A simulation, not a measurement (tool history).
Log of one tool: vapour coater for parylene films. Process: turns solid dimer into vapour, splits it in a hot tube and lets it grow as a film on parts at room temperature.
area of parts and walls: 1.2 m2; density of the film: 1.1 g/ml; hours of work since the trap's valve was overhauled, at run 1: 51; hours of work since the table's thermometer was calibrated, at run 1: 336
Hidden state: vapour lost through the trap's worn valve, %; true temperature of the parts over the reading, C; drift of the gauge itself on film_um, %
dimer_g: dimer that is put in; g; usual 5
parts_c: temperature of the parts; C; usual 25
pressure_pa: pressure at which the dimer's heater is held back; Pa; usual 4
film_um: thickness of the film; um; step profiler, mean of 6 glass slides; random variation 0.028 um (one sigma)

| run | day | dimer_g | parts_c | pressure_pa | hours of work since the trap's valve was overhauled | hours of work since the table's thermometer was calibrated | film_um |
|---|---|---|---|---|---|---|---|
| 1 | 0 | 5 | 25 | 4 | 51 | 336 | 2.48 |
| 2 | 2.392 | 5 | 25 | 3.48 | 88 | 373 | 2.6 |
| 3 | 3.875 | 5 | 25 | 4 | 111 | 397 | 2.47 |
| 4 | 6.142 | 5 | 25 | 5.66 | 147 | 432 | 2.23 |
| 5 | 7.871 | 5 | 25 | 5.66 | 174 | 459 | 2.26 |
| 6 | 11.175 | 5 | 25 | 5.66 | 225 | 511 | 2.18 |
| 7 | 13.6 | 5 | 20 | 4 | 263 | 548 | 2.81 |
| 8 | 15.508 | 5 | 20 | 4.11 | 293 | 578 | 2.8 |
| 9 | 18.079 | 5 | 20 | 4.11 | 333 | 619 | 2.74 |
| 10 | 19.483 | 5 | 20 | 3.98 | 355 | 640 | 2.71 |
| 11 | 22.758 | 5 | 20 | 3.98 | 406 | 692 | 2.61 |
| 12 | 25.429 | 5 | 20 | 3.98 | 448 | 733 | 2.62 |
| 13 | 27.467 | 5 | 20 | 5.14 | 480 | 765 | 2.43 |
|  | 29.404 | trap's valve overhauled |
| 14 | 29.567 | 5 | 20 | 3.44 | 3 | 795 | 3.11 |
| 15 | 31.912 | 7 | 25 | 4 | 39 | 832 | 3.45 |
| 16 | 33.8 | 7 | 25 | 4 | 69 | 862 | 3.46 |
| 17 | 36.446 | 2 | 36 | 8.91 | 110 | 903 | 0.54 |
| 18 | 38.696 | 2 | 36 | 8.91 | 145 | 938 | 0.58 |
| 19 | 41.742 | 2 | 36 | 8.91 | 193 | 986 | 0.57 |
| 20 | 43.462 | 5 | 19 | 10.72 | 220 | 1013 | 2.36 |
| 21 | 45.421 | 5 | 19 | 10.72 | 250 | 1043 | 2.28 |
| 22 | 47.446 | 5 | 36 | 5.34 | 282 | 1075 | 1.45 |
| 23 | 49.492 | 7 | 33 | 9.02 | 314 | 1107 | 2.03 |
| 24 | 51.579 | 4 | 25 | 9.02 | 347 | 1140 | 1.53 |
| 25 | 54.471 | 4 | 24 | 9.02 | 392 | 1185 | 1.53 |

Forecast run 26:
| 26 | 57.004 | 4 | 24 | 9.02 | 431 | 1224 | ? |

Run 26 gave film_um 1.47 um.
Without the tool's hidden state the same run would have given film_um 1.77 um.
